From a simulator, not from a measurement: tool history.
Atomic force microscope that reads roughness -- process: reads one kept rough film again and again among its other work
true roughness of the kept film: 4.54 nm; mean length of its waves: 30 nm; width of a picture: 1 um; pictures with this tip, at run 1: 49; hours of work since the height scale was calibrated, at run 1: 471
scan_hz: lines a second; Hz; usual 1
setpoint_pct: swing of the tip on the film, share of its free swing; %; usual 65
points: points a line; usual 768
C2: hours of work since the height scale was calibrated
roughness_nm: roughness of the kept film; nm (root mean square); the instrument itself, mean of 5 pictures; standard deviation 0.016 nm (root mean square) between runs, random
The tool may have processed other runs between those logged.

Run 1, hour 0: usual settings; pictures with this tip 49; C2 471. Result: roughness_nm 3.128 nm (root mean square).
At hour 22.1: new tip fitted.
Run 2, hour 28.2: usual settings but scan_hz 2.11 Hz; pictures with this tip 10; C2 490. Result: roughness_nm 3.465 nm (root mean square).
At hour 72: new tip fitted.
Run 3, hour 72.5: usual settings but scan_hz 0.88 Hz; pictures with this tip 1; C2 520. Result: roughness_nm 3.797 nm (root mean square).
Run 4, hour 96.2: usual settings but scan_hz 0.63 Hz; pictures with this tip 39; C2 536. Result: roughness_nm 3.314 nm (root mean square).
At hour 125.7: new tip fitted.
Run 5, hour 142: usual settings; pictures with this tip 26; C2 567. Result: roughness_nm 3.455 nm (root mean square).
At hour 176.9: new tip fitted.
Run 6, hour 178.8: usual settings; pictures with this tip 3; C2 591. Result: roughness_nm 3.764 nm (root mean square).
At hour 230.1: new tip fitted.
Run 7, hour 230.1: usual settings; pictures with this tip 0; C2 626. Result: roughness_nm 3.804 nm (root mean square).
Run 8, hour 252.6: usual settings; pictures with this tip 37; C2 641. Result: roughness_nm 3.286 nm (root mean square).
At hour 279.9: new tip fitted.
Run 9, hour 279.9: usual settings; pictures with this tip 0; C2 659. Result: roughness_nm 3.809 nm (root mean square).
Run 10, hour 328.5: usual settings; pictures with this tip 78; C2 692. Result: roughness_nm 2.875 nm (root mean square).
At hour 331.5: new tip fitted.
Run 11, hour 365.9: usual settings but setpoint_pct 67 %, points 338; pictures with this tip 55; C2 717. Result: roughness_nm 3.08 nm (root mean square).
At hour 385.1: new tip fitted.
Run 12, hour 413.5: usual settings but setpoint_pct 89 %; pictures with this tip 46; C2 749. Result: roughness_nm 2.949 nm (root mean square).
At hour 437.5: new tip fitted.
Run 13, hour 439.4: usual settings but scan_hz 0.62 Hz, setpoint_pct 88 %; pictures with this tip 3; C2 767. Result: roughness_nm 3.582 nm (root mean square).
Run 14, hour 475.8: usual settings but scan_hz 0.62 Hz, setpoint_pct 88 %; pictures with this tip 61; C2 791. Result: roughness_nm 2.882 nm (root mean square).
At hour 487.7: new tip fitted.
Run 15, hour 499.7: usual settings but scan_hz 2.05 Hz, setpoint_pct 64 %; pictures with this tip 19; C2 807. Result: roughness_nm 3.346 nm (root mean square).
At hour 539.1: new tip fitted.
Run 16, hour 540.4: usual settings but scan_hz 2.05 Hz, setpoint_pct 64 %; pictures with this tip 2; C2 835. Result: roughness_nm 3.618 nm (root mean square).
Run 17, hour 573.3: usual settings but scan_hz 2.05 Hz, setpoint_pct 64 %; pictures with this tip 55; C2 857. Result: roughness_nm 3.024 nm (root mean square).
At hour 591.5: new tip fitted.
Run 18, hour 599.5: usual settings but scan_hz 3.51 Hz, setpoint_pct 58 %, points 421; pictures with this tip 13; C2 874. Result: roughness_nm 3.433 nm (root mean square).
Run 19, hour 628.4: usual settings but scan_hz 2.03 Hz, setpoint_pct 77 %, points 741; pictures with this tip 59; C2 894. Result: roughness_nm 2.727 nm (root mean square).

Some steps in roughness_nm between neighbouring runs. How much of each would the tool show without its hidden state too (settings, what came in, random variation), and how much is left for the hidden state, with any gauge scatter that isn't in both results?
The tool's hidden condition here consists of: radius of the tip, nm; height scale over the true one, %; drift of the gauge itself on roughness_nm, %.
Run 9 -> 10: no setting touched and nothing written in the log between the runs. roughness_nm -0.934 nm (root mean square): hidden state -0.895, all else -0.039.
